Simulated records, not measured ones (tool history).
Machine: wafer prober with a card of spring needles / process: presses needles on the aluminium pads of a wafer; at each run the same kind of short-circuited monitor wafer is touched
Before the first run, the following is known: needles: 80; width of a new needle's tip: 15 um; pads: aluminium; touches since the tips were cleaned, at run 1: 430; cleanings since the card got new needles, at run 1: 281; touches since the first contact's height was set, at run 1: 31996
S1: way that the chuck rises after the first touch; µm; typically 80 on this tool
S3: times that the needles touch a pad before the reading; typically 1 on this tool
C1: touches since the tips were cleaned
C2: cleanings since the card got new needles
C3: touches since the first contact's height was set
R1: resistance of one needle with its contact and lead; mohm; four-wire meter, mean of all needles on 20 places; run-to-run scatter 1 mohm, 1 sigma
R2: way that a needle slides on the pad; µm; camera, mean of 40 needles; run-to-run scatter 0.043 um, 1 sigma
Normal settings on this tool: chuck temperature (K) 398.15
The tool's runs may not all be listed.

{"run": 1, "day": 0.0, "S1": 80, "chuck temperature (K)": 398.15, "S3": 1, "C1": 430, "C2": 281, "C3": 31996, "R1": 269, "R2": 18.56}
{"day": 0.154, "done": "tips cleaned on abrasive film"}
{"day": 0.312, "done": "tips cleaned on abrasive film"}
{"day": 0.467, "done": "tips cleaned on abrasive film"}
{"day": 0.625, "done": "tips cleaned on abrasive film"}
{"day": 0.779, "done": "tips cleaned on abrasive film"}
{"day": 0.975, "done": "tips cleaned on abrasive film"}
{"day": 1.129, "done": "tips cleaned on abrasive film"}
{"day": 1.288, "done": "tips cleaned on abrasive film"}
{"day": 1.483, "done": "tips cleaned on abrasive film"}
{"day": 1.638, "done": "tips cleaned on abrasive film"}
{"run": 2, "day": 1.667, "S1": 80, "chuck temperature (K)": 398.15, "S3": 1, "C1": 429, "C2": 291, "C3": 56530, "R1": 270, "R2": 18.45}
{"day": 1.821, "done": "tips cleaned on abrasive film"}
{"day": 1.979, "done": "tips cleaned on abrasive film"}
{"day": 2.171, "done": "tips cleaned on abrasive film"}
{"day": 2.367, "done": "tips cleaned on abrasive film"}
{"day": 2.521, "done": "tips cleaned on abrasive film"}
{"day": 2.679, "done": "tips cleaned on abrasive film"}
{"day": 2.871, "done": "tips cleaned on abrasive film"}
{"day": 3.029, "done": "tips cleaned on abrasive film"}
{"day": 3.183, "done": "tips cleaned on abrasive film"}
{"day": 3.379, "done": "tips cleaned on abrasive film"}
{"day": 3.538, "done": "tips cleaned on abrasive film"}
{"day": 3.692, "done": "tips cleaned on abrasive film"}
{"day": 3.888, "done": "tips cleaned on abrasive film"}
{"run": 3, "day": 4.008, "S1": 69, "chuck temperature (K)": 398.15, "S3": 1, "C1": 1857, "C2": 304, "C3": 91101, "R1": 277, "R2": 15.74}
{"day": 4.05, "done": "tips cleaned on abrasive film"}
{"day": 4.246, "done": "tips cleaned on abrasive film"}
{"day": 4.4, "done": "tips cleaned on abrasive film"}
{"day": 4.596, "done": "tips cleaned on abrasive film"}
{"day": 4.75, "done": "tips cleaned on abrasive film"}
{"day": 4.946, "done": "tips cleaned on abrasive film"}
{"day": 5.112, "done": "tips cleaned on abrasive film"}
{"run": 4, "day": 5.112, "S1": 69, "chuck temperature (K)": 398.15, "S3": 1, "C1": 0, "C2": 311, "C3": 107338, "R1": 273, "R2": 15.7}
{"day": 5.271, "done": "tips cleaned on abrasive film"}
{"day": 5.425, "done": "tips cleaned on abrasive film"}
{"day": 5.925, "done": "card fitted with new needles"}
{"day": 6.083, "done": "tips cleaned on abrasive film"}
{"day": 6.275, "done": "tips cleaned on abrasive film"}
{"day": 6.433, "done": "tips cleaned on abrasive film"}
{"day": 6.588, "done": "tips cleaned on abrasive film"}
{"day": 6.783, "done": "tips cleaned on abrasive film"}
{"day": 6.975, "done": "tips cleaned on abrasive film"}
{"day": 7.133, "done": "tips cleaned on abrasive film"}
{"day": 7.288, "done": "tips cleaned on abrasive film"}
{"day": 7.483, "done": "tips cleaned on abrasive film"}
{"day": 7.638, "done": "tips cleaned on abrasive film"}
{"run": 5, "day": 7.725, "S1": 69, "chuck temperature (K)": 398.15, "S3": 1, "C1": 1336, "C2": 10, "C3": 26589, "R1": 269, "R2": 15.96}
{"day": 7.808, "done": "tips cleaned on abrasive film"}
{"day": 8.0, "done": "tips cleaned on abrasive film"}
{"day": 8.158, "done": "tips cleaned on abrasive film"}
{"day": 8.35, "done": "tips cleaned on abrasive film"}
{"day": 8.546, "done": "tips cleaned on abrasive film"}
{"day": 8.7, "done": "tips cleaned on abrasive film"}
{"day": 8.896, "done": "tips cleaned on abrasive film"}
{"day": 9.092, "done": "tips cleaned on abrasive film"}
{"day": 9.246, "done": "tips cleaned on abrasive film"}
{"day": 9.442, "done": "tips cleaned on abrasive film"}
{"day": 9.633, "done": "tips cleaned on abrasive film"}
{"day": 9.792, "done": "tips cleaned on abrasive film"}
{"run": 6, "day": 9.808, "S1": 99, "chuck temperature (K)": 398.15, "S3": 1, "C1": 285, "C2": 22, "C3": 57291, "R1": 261, "R2": 22.79}
{"day": 9.858, "done": "height of the first contact set anew"}
{"day": 9.979, "done": "tips cleaned on abrasive film"}
{"day": 10.171, "done": "tips cleaned on abrasive film"}
{"day": 10.329, "done": "tips cleaned on abrasive film"}
{"day": 10.521, "done": "tips cleaned on abrasive film"}
{"day": 10.717, "done": "tips cleaned on abrasive film"}
{"day": 10.875, "done": "tips cleaned on abrasive film"}
{"day": 11.067, "done": "tips cleaned on abrasive film"}
{"day": 11.225, "done": "tips cleaned on abrasive film"}
{"day": 11.379, "done": "tips cleaned on abrasive film"}
{"day": 11.575, "done": "tips cleaned on abrasive film"}
{"day": 11.729, "done": "tips cleaned on abrasive film"}
{"day": 11.888, "done": "tips cleaned on abrasive film"}
{"run": 7, "day": 12.038, "S1": 99, "chuck temperature (K)": 398.15, "S3": 1, "C1": 2274, "C2": 34, "C3": 32118, "R1": 263, "R2": 22.65}
{"day": 12.079, "done": "tips cleaned on abrasive film"}
{"day": 12.271, "done": "tips cleaned on abrasive film"}
{"day": 12.429, "done": "tips cleaned on abrasive film"}
{"day": 12.583, "done": "tips cleaned on abrasive film"}
{"day": 12.779, "done": "tips cleaned on abrasive film"}
{"day": 12.975, "done": "tips cleaned on abrasive film"}
{"day": 13.167, "done": "tips cleaned on abrasive film"}
{"day": 13.325, "done": "tips cleaned on abrasive film"}
{"day": 13.517, "done": "tips cleaned on abrasive film"}
{"run": 8, "day": 13.55, "S1": 99, "chuck temperature (K)": 398.15, "S3": 1, "C1": 517, "C2": 43, "C3": 54445, "R1": 262, "R2": 22.67}
{"day": 13.708, "done": "tips cleaned on abrasive film"}
{"day": 13.862, "done": "tips cleaned on abrasive film"}
{"day": 14.058, "done": "tips cleaned on abrasive film"}
{"day": 14.217, "done": "tips cleaned on abrasive film"}
{"day": 14.408, "done": "tips cleaned on abrasive film"}
{"day": 14.567, "done": "tips cleaned on abrasive film"}
{"day": 14.758, "done": "tips cleaned on abrasive film"}
{"run": 9, "day": 14.896, "S1": 99, "chuck temperature (K)": 398.15, "S3": 1, "C1": 2083, "C2": 50, "C3": 74320, "R1": 264, "R2": 22.55}
{"day": 14.938, "done": "tips cleaned on abrasive film"}
{"day": 15.096, "done": "tips cleaned on abrasive film"}
{"day": 15.288, "done": "tips cleaned on abrasive film"}
{"day": 15.417, "done": "height of the first contact set anew, once more"}
{"day": 15.496, "done": "tips cleaned on abrasive film"}
{"day": 15.654, "done": "tips cleaned on abrasive film"}
{"day": 15.846, "done": "tips cleaned on abrasive film"}
{"day": 16.004, "done": "tips cleaned on abrasive film"}
{"day": 16.158, "done": "tips cleaned on abrasive film"}
{"day": 16.317, "done": "tips cleaned on abrasive film"}
{"run": 10, "day": 16.317, "S1": 99, "chuck temperature (K)": 398.15, "S3": 1, "C1": 0, "C2": 59, "C3": 13211, "R1": 261, "R2": 23.06}
{"day": 16.508, "done": "tips cleaned on abrasive film"}
{"day": 16.704, "done": "tips cleaned on abrasive film"}
{"day": 16.858, "done": "tips cleaned on abrasive film"}
{"day": 17.054, "done": "tips cleaned on abrasive film"}
{"day": 17.208, "done": "tips cleaned on abrasive film"}
{"day": 17.367, "done": "tips cleaned on abrasive film"}
{"day": 17.558, "done": "tips cleaned on abrasive film"}
{"day": 17.754, "done": "tips cleaned on abrasive film"}
{"day": 17.908, "done": "tips cleaned on abrasive film"}
{"day": 18.104, "done": "tips cleaned on abrasive film"}
{"day": 18.258, "done": "tips cleaned on abrasive film"}
{"run": 11, "day": 18.367, "S1": 70, "chuck temperature (K)": 320.15, "S3": 1, "C1": 1615, "C2": 70, "C3": 43512, "R1": 250, "R2": 16.19}
{"day": 18.446, "done": "tips cleaned on abrasive film"}
{"day": 18.604, "done": "tips cleaned on abrasive film"}
{"day": 18.796, "done": "tips cleaned on abrasive film"}
{"day": 18.992, "done": "tips cleaned on abrasive film"}
{"day": 19.15, "done": "tips cleaned on abrasive film"}
{"day": 19.342, "done": "tips cleaned on abrasive film"}
{"day": 19.5, "done": "tips cleaned on abrasive film"}
{"day": 19.692, "done": "tips cleaned on abrasive film"}
{"run": 12, "day": 19.788, "S1": 75, "chuck temperature (K)": 343.15, "S3": 3, "C1": 1456, "C2": 78, "C3": 64482, "R1": 252, "R2": 17.23}
{"day": 19.871, "done": "tips cleaned on abrasive film"}
{"day": 20.062, "done": "tips cleaned on abrasive film"}
{"day": 20.258, "done": "tips cleaned on abrasive film"}
{"day": 20.412, "done": "tips cleaned on abrasive film"}
{"day": 20.608, "done": "tips cleaned on abrasive film"}
{"day": 20.8, "done": "tips cleaned on abrasive film"}
{"day": 20.996, "done": "tips cleaned on abrasive film"}
{"day": 21.192, "done": "tips cleaned on abrasive film"}
{"day": 21.383, "done": "tips cleaned on abrasive film"}
{"day": 21.542, "done": "tips cleaned on abrasive film"}
{"day": 21.733, "done": "tips cleaned on abrasive film"}
{"day": 21.929, "done": "tips cleaned on abrasive film"}
{"run": 13, "day": 21.967, "S1": 96, "chuck temperature (K)": 311.15, "S3": 2, "C1": 575, "C2": 90, "C3": 96624, "R1": 240, "R2": 22.07}
{"day": 22.088, "done": "tips cleaned on abrasive film"}
{"day": 22.246, "done": "tips cleaned on abrasive film"}
{"day": 22.4, "done": "tips cleaned on abrasive film"}
{"day": 22.558, "done": "tips cleaned on abrasive film"}
{"day": 22.75, "done": "tips cleaned on abrasive film"}
{"day": 22.946, "done": "tips cleaned on abrasive film"}
{"day": 23.104, "done": "tips cleaned on abrasive film"}
{"day": 23.296, "done": "tips cleaned on abrasive film"}
{"run": 14, "day": 23.342, "S1": 96, "chuck temperature (K)": 311.15, "S3": 2, "C1": 667, "C2": 98, "C3": 116874, "R1": 240, "R2": 21.94}
{"day": 23.458, "done": "tips cleaned on abrasive film"}
{"day": 23.617, "done": "tips cleaned on abrasive film"}
{"day": 23.808, "done": "tips cleaned on abrasive film"}
{"day": 23.967, "done": "tips cleaned on abrasive film"}
{"day": 24.121, "done": "tips cleaned on abrasive film"}
{"day": 24.317, "done": "tips cleaned on abrasive film"}
{"day": 24.471, "done": "tips cleaned on abrasive film"}
{"day": 24.629, "done": "tips cleaned on abrasive film"}
{"run": 15, "day": 24.771, "S1": 80, "chuck temperature (K)": 301.15, "S3": 1, "C1": 2156, "C2": 106, "C3": 137971, "R1": 244, "R2": 18.08}
{"day": 24.812, "done": "tips cleaned on abrasive film"}
{"day": 24.862, "done": "height of the first contact set anew"}
{"day": 24.983, "done": "tips cleaned on abrasive film"}
{"day": 25.175, "done": "tips cleaned on abrasive film"}
{"day": 25.333, "done": "tips cleaned on abrasive film"}
{"day": 25.488, "done": "tips cleaned on abrasive film"}
{"day": 25.683, "done": "tips cleaned on abrasive film"}
{"day": 25.867, "done": "tips cleaned on abrasive film"}
{"run": 16, "day": 25.867, "S1": 85, "chuck temperature (K)": 398.15, "S3": 1, "C1": 0, "C2": 113, "C3": 14792, "R1": 262, "R2": 19.78}
{"day": 26.025, "done": "tips cleaned on abrasive film"}
{"day": 26.179, "done": "tips cleaned on abrasive film"}
{"day": 26.375, "done": "tips cleaned on abrasive film"}
{"day": 26.529, "done": "tips cleaned on abrasive film"}
{"day": 26.688, "done": "tips cleaned on abrasive film"}
{"day": 26.879, "done": "tips cleaned on abrasive film"}
{"day": 27.075, "done": "tips cleaned on abrasive film"}
{"day": 27.271, "done": "tips cleaned on abrasive film"}
{"day": 27.462, "done": "tips cleaned on abrasive film"}
{"day": 27.621, "done": "tips cleaned on abrasive film"}
{"day": 27.812, "done": "tips cleaned on abrasive film"}
{"day": 27.971, "done": "tips cleaned on abrasive film"}
{"run": 17, "day": 27.996, "S1": 85, "chuck temperature (K)": 398.15, "S3": 1, "C1": 418, "C2": 125, "C3": 46204, "R1": 267, "R2": 19.6}
{"day": 28.154, "done": "tips cleaned on abrasive film"}
{"day": 28.346, "done": "tips cleaned on abrasive film"}
{"day": 28.542, "done": "tips cleaned on abrasive film"}
{"day": 28.696, "done": "tips cleaned on abrasive film"}
{"day": 28.854, "done": "tips cleaned on abrasive film"}
{"day": 29.05, "done": "tips cleaned on abrasive film"}
{"day": 29.204, "done": "tips cleaned on abrasive film"}
{"day": 29.358, "done": "tips cleaned on abrasive film"}
{"day": 29.554, "done": "tips cleaned on abrasive film"}
{"day": 29.712, "done": "tips cleaned on abrasive film"}
{"day": 29.867, "done": "tips cleaned on abrasive film"}
{"day": 30.062, "done": "tips cleaned on abrasive film"}
{"run": 18, "day": 30.212, "S1": 85, "chuck temperature (K)": 398.15, "S3": 1, "C1": 2284, "C2": 137, "C3": 78907, "R1": 267, "R2": 19.5}

Below are 3 alternative next runs, each starting from the tool's condition after run 18. Predict each:
{"day": 30.254, "done": "tips cleaned on abrasive film"}
{"day": 30.408, "done": "tips cleaned on abrasive film"}
{"day": 30.567, "done": "tips cleaned on abrasive film"}
{"day": 30.762, "done": "tips cleaned on abrasive film"}
{"day": 30.917, "done": "tips cleaned on abrasive film"}
{"day": 31.112, "done": "tips cleaned on abrasive film"}
{"day": 31.304, "done": "tips cleaned on abrasive film"}
{"day": 31.5, "done": "tips cleaned on abrasive film"}
{"day": 31.692, "done": "tips cleaned on abrasive film"}
{"day": 31.888, "done": "tips cleaned on abrasive film"}
{"day": 32.042, "done": "tips cleaned on abrasive film"}
{"day": 32.208, "done": "tips cleaned on abrasive film"}
{"run": "A", "day": 32.208, "S1": 95, "chuck temperature (K)": 307.15, "S3": 1, "C1": 0, "C2": 149, "C3": 108291, "R1": "?", "R2": "?"}
{"day": 30.254, "done": "tips cleaned on abrasive film"}
{"day": 30.408, "done": "tips cleaned on abrasive film"}
{"day": 30.567, "done": "tips cleaned on abrasive film"}
{"day": 30.762, "done": "tips cleaned on abrasive film"}
{"day": 30.917, "done": "tips cleaned on abrasive film"}
{"day": 31.112, "done": "tips cleaned on abrasive film"}
{"day": 31.304, "done": "tips cleaned on abrasive film"}
{"day": 31.5, "done": "tips cleaned on abrasive film"}
{"day": 31.692, "done": "tips cleaned on abrasive film"}
{"day": 31.888, "done": "tips cleaned on abrasive film"}
{"day": 32.042, "done": "tips cleaned on abrasive film"}
{"day": 32.208, "done": "tips cleaned on abrasive film"}
{"run": "B", "day": 32.208, "S1": 90, "chuck temperature (K)": 302.15, "S3": 1, "C1": 0, "C2": 149, "C3": 108291, "R1": "?", "R2": "?"}
{"day": 30.254, "done": "tips cleaned on abrasive film"}
{"day": 30.408, "done": "tips cleaned on abrasive film"}
{"day": 30.567, "done": "tips cleaned on abrasive film"}
{"day": 30.762, "done": "tips cleaned on abrasive film"}
{"day": 30.917, "done": "tips cleaned on abrasive film"}
{"day": 31.112, "done": "tips cleaned on abrasive film"}
{"day": 31.304, "done": "tips cleaned on abrasive film"}
{"day": 31.5, "done": "tips cleaned on abrasive film"}
{"day": 31.692, "done": "tips cleaned on abrasive film"}
{"day": 31.888, "done": "tips cleaned on abrasive film"}
{"day": 32.042, "done": "tips cleaned on abrasive film"}
{"day": 32.208, "done": "tips cleaned on abrasive film"}
{"run": "C", "day": 32.208, "S1": 70, "chuck temperature (K)": 398.15, "S3": 1, "C1": 0, "C2": 149, "C3": 108291, "R1": "?", "R2": "?"}

run=A R1=239 R2=21.71
run=B R1=237 R2=20.55
run=C R1=269 R2=15.87
Without the tool's hidden state the same runs would have given:
run=A R1=237 R2=22.13
run=B R1=236 R2=20.97
run=C R1=266 R2=16.29
